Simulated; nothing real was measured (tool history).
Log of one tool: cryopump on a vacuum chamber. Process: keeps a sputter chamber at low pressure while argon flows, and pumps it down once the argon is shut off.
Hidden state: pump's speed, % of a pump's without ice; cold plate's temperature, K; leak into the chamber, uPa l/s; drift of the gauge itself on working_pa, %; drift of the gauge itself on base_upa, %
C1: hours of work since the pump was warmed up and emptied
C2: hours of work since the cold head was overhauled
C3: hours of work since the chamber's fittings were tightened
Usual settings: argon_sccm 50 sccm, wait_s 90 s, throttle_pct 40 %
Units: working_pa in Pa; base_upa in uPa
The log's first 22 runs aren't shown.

{"run": 23, "hour": 1260.3, "argon_sccm": 24, "wait_s": 130, "throttle_pct": 24, "C1": 105, "C2": 3542, "C3": 1628, "working_pa": 0.1236, "base_upa": 1.39}
{"run": 24, "hour": 1298.4, "argon_sccm": 24, "wait_s": 130, "throttle_pct": 24, "C1": 137, "C2": 3573, "C3": 1659, "working_pa": 0.1236, "base_upa": 1.45}
{"run": 25, "hour": 1373.3, "argon_sccm": 50, "wait_s": 31, "throttle_pct": 53, "C1": 198, "C2": 3635, "C3": 1721, "working_pa": 0.1194, "base_upa": 3.05}
{"run": 26, "hour": 1434.5, "argon_sccm": 84, "wait_s": 25, "throttle_pct": 47, "C1": 249, "C2": 3685, "C3": 1771, "working_pa": 0.2281, "base_upa": 3.6}
{"run": 27, "hour": 1516.4, "argon_sccm": 56, "wait_s": 90, "throttle_pct": 16, "C1": 316, "C2": 3753, "C3": 1839, "working_pa": 0.4392, "base_upa": 1.77}
{"run": 28, "hour": 1591.8, "argon_sccm": 22, "wait_s": 37, "throttle_pct": 35, "C1": 378, "C2": 3815, "C3": 1901, "working_pa": 0.0805, "base_upa": 2.77}
{"run": 29, "hour": 1630.8, "argon_sccm": 50, "wait_s": 21, "throttle_pct": 21, "C1": 410, "C2": 3847, "C3": 1933, "working_pa": 0.3016, "base_upa": 4.16}
{"run": 30, "hour": 1710.3, "argon_sccm": 50, "wait_s": 44, "throttle_pct": 35, "C1": 476, "C2": 3912, "C3": 1998, "working_pa": 0.1816, "base_upa": 2.6}
{"run": 31, "hour": 1777.9, "argon_sccm": 70, "wait_s": 45, "throttle_pct": 34, "C1": 532, "C2": 3968, "C3": 2054, "working_pa": 0.267, "base_upa": 2.53}
{"run": 32, "hour": 1844.7, "argon_sccm": 46, "wait_s": 47, "throttle_pct": 20, "C1": 587, "C2": 4023, "C3": 2109, "working_pa": 0.2917, "base_upa": 2.49}
{"run": 33, "hour": 1909.9, "argon_sccm": 46, "wait_s": 47, "throttle_pct": 20, "C1": 640, "C2": 4077, "C3": 2163, "working_pa": 0.2922, "base_upa": 2.61}
{"run": 34, "hour": 1946.0, "argon_sccm": 52, "wait_s": 76, "throttle_pct": 27, "C1": 670, "C2": 4106, "C3": 2193, "working_pa": 0.2496, "base_upa": 2.05}
{"run": 35, "hour": 2008.4, "argon_sccm": 52, "wait_s": 90, "throttle_pct": 27, "C1": 721, "C2": 4158, "C3": 2244, "working_pa": 0.2477, "base_upa": 2.03}

3 ways to go on from here, each from the tool as it stands after run 35. What would each give?
{"run": "A", "hour": 2073.1, "argon_sccm": 40, "wait_s": 182, "throttle_pct": 51, "C1": 775, "C2": 4211, "C3": 2297, "working_pa": "?", "base_upa": "?"}
{"run": "B", "hour": 2073.1, "argon_sccm": 50, "wait_s": 45, "throttle_pct": 40, "C1": 775, "C2": 4211, "C3": 2297, "working_pa": "?", "base_upa": "?"}
{"run": "C", "hour": 2073.1, "argon_sccm": 49, "wait_s": 123, "throttle_pct": 45, "C1": 775, "C2": 4211, "C3": 2297, "working_pa": "?", "base_upa": "?"}

run=A working_pa=0.1052 base_upa=1.65
run=B working_pa=0.1655 base_upa=2.76
run=C working_pa=0.1441 base_upa=1.83
Without the tool's hidden state the same runs would have given:
run=A working_pa=0.0965 base_upa=0.55
run=B working_pa=0.1546 base_upa=1.64
run=C working_pa=0.1335 base_upa=0.71
